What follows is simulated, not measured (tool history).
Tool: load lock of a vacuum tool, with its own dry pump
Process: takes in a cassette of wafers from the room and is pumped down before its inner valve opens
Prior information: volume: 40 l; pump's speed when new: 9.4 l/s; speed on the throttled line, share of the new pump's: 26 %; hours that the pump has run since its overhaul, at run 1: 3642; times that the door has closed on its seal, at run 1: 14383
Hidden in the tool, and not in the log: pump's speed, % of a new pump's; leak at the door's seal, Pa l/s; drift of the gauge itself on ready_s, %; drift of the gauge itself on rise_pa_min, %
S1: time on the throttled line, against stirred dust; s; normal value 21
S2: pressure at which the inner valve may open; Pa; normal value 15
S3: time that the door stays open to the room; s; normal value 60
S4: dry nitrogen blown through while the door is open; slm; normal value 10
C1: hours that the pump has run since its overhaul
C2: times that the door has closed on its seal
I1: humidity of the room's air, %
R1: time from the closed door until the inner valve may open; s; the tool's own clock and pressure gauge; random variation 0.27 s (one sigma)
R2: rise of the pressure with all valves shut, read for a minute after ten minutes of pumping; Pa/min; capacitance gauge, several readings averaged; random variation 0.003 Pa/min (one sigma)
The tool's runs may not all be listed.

{"run": 1, "hour": 0.0, "S1": 21, "S2": 15, "S3": 60, "S4": 10, "C1": 3642, "C2": 14383, "I1": 46.3, "R1": 54.5, "R2": 0.144}
{"run": 2, "hour": 55.8, "S1": 21, "S2": 15, "S3": 60, "S4": 10, "C1": 3698, "C2": 14622, "I1": 45.7, "R1": 53.9, "R2": 0.139}
{"run": 3, "hour": 143.2, "S1": 21, "S2": 15, "S3": 60, "S4": 10, "C1": 3785, "C2": 14995, "I1": 48.1, "R1": 54.6, "R2": 0.154}
{"run": 4, "hour": 198.9, "S1": 21, "S2": 15, "S3": 60, "S4": 10, "C1": 3841, "C2": 15233, "I1": 47.2, "R1": 54.2, "R2": 0.149}
{"run": 5, "hour": 246.6, "S1": 21, "S2": 15, "S3": 60, "S4": 9, "C1": 3889, "C2": 15437, "I1": 40.7, "R1": 54.5, "R2": 0.147}
{"run": 6, "hour": 317.9, "S1": 21, "S2": 12, "S3": 60, "S4": 10, "C1": 3960, "C2": 15741, "I1": 41.3, "R1": 55.4, "R2": 0.145}
{"run": 7, "hour": 362.3, "S1": 21, "S2": 12, "S3": 60, "S4": 10, "C1": 4004, "C2": 15931, "I1": 44.1, "R1": 55.3, "R2": 0.152}
{"run": 8, "hour": 451.6, "S1": 21, "S2": 15, "S3": 60, "S4": 10, "C1": 4093, "C2": 16313, "I1": 41.6, "R1": 54.0, "R2": 0.155}
{"run": 9, "hour": 548.6, "S1": 21, "S2": 15, "S3": 60, "S4": 10, "C1": 4190, "C2": 16727, "I1": 44.5, "R1": 54.0, "R2": 0.154}
{"run": 10, "hour": 592.5, "S1": 21, "S2": 15, "S3": 60, "S4": 10, "C1": 4234, "C2": 16915, "I1": 41.7, "R1": 54.0, "R2": 0.159}
{"run": 11, "hour": 675.9, "S1": 21, "S2": 15, "S3": 60, "S4": 10, "C1": 4318, "C2": 17271, "I1": 43.7, "R1": 54.5, "R2": 0.164}
{"run": 12, "hour": 771.5, "S1": 29, "S2": 13, "S3": 229, "S4": 17, "C1": 4413, "C2": 17680, "I1": 46.4, "R1": 61.0, "R2": 0.206}
{"run": 13, "hour": 865.1, "S1": 29, "S2": 13, "S3": 229, "S4": 17, "C1": 4507, "C2": 18080, "I1": 44.4, "R1": 61.0, "R2": 0.203}
{"run": 14, "hour": 954.8, "S1": 12, "S2": 15, "S3": 35, "S4": 19, "C1": 4597, "C2": 18463, "I1": 42.8, "R1": 47.7, "R2": 0.149}
{"run": 15, "hour": 1054.7, "S1": 21, "S2": 24, "S3": 60, "S4": 15, "C1": 4697, "C2": 18890, "I1": 46.4, "R1": 52.0, "R2": 0.171}
{"run": 16, "hour": 1145.1, "S1": 17, "S2": 15, "S3": 111, "S4": 5, "C1": 4787, "C2": 19276, "I1": 45.7, "R1": 51.5, "R2": 0.214}
{"run": 17, "hour": 1225.0, "S1": 24, "S2": 15, "S3": 32, "S4": 10, "C1": 4867, "C2": 19618, "I1": 47.4, "R1": 56.6, "R2": 0.174}
{"run": 18, "hour": 1268.3, "S1": 21, "S2": 20, "S3": 145, "S4": 17, "C1": 4910, "C2": 19803, "I1": 44.0, "R1": 53.4, "R2": 0.203}
{"run": 19, "hour": 1342.9, "S1": 21, "S2": 15, "S3": 164, "S4": 28, "C1": 4985, "C2": 20122, "I1": 45.0, "R1": 54.2, "R2": 0.199}
{"run": 20, "hour": 1415.8, "S1": 39, "S2": 19, "S3": 53, "S4": 9, "C1": 5058, "C2": 20433, "I1": 45.0, "R1": 66.4, "R2": 0.189}
{"run": 21, "hour": 1514.6, "S1": 39, "S2": 19, "S3": 53, "S4": 9, "C1": 5157, "C2": 20855, "I1": 43.1, "R1": 66.5, "R2": 0.196}
{"run": 22, "hour": 1567.0, "S1": 13, "S2": 18, "S3": 31, "S4": 20, "C1": 5209, "C2": 21079, "I1": 43.8, "R1": 47.8, "R2": 0.175}

Branching from run 22: 5 alternative next runs. What would each branch give?
{"run": "A", "hour": 1653.7, "S1": 13, "S2": 27, "S3": 50, "S4": 10, "C1": 5296, "C2": 21450, "I1": 44.8, "R1": "?", "R2": "?"}
{"run": "B", "hour": 1653.7, "S1": 21, "S2": 23, "S3": 147, "S4": 10, "C1": 5296, "C2": 21450, "I1": 43.3, "R1": "?", "R2": "?"}
{"run": "C", "hour": 1653.7, "S1": 13, "S2": 18, "S3": 35, "S4": 25, "C1": 5296, "C2": 21450, "I1": 44.8, "R1": "?", "R2": "?"}
{"run": "D", "hour": 1653.7, "S1": 19, "S2": 18, "S3": 79, "S4": 15, "C1": 5296, "C2": 21450, "I1": 44.6, "R1": "?", "R2": "?"}
{"run": "E", "hour": 1653.7, "S1": 21, "S2": 15, "S3": 60, "S4": 28, "C1": 5296, "C2": 21450, "I1": 48.4, "R1": "?", "R2": "?"}

run=A R1=46.3 R2=0.196
run=B R1=53.2 R2=0.237
run=C R1=48.5 R2=0.179
run=D R1=52.2 R2=0.206
run=E R1=54.7 R2=0.191
Without the tool's hidden state the same runs would have given:
run=A R1=44.7 R2=0.046
run=B R1=51.7 R2=0.083
run=C R1=46.9 R2=0.028
run=D R1=50.6 R2=0.054
run=E R1=53.2 R2=0.039

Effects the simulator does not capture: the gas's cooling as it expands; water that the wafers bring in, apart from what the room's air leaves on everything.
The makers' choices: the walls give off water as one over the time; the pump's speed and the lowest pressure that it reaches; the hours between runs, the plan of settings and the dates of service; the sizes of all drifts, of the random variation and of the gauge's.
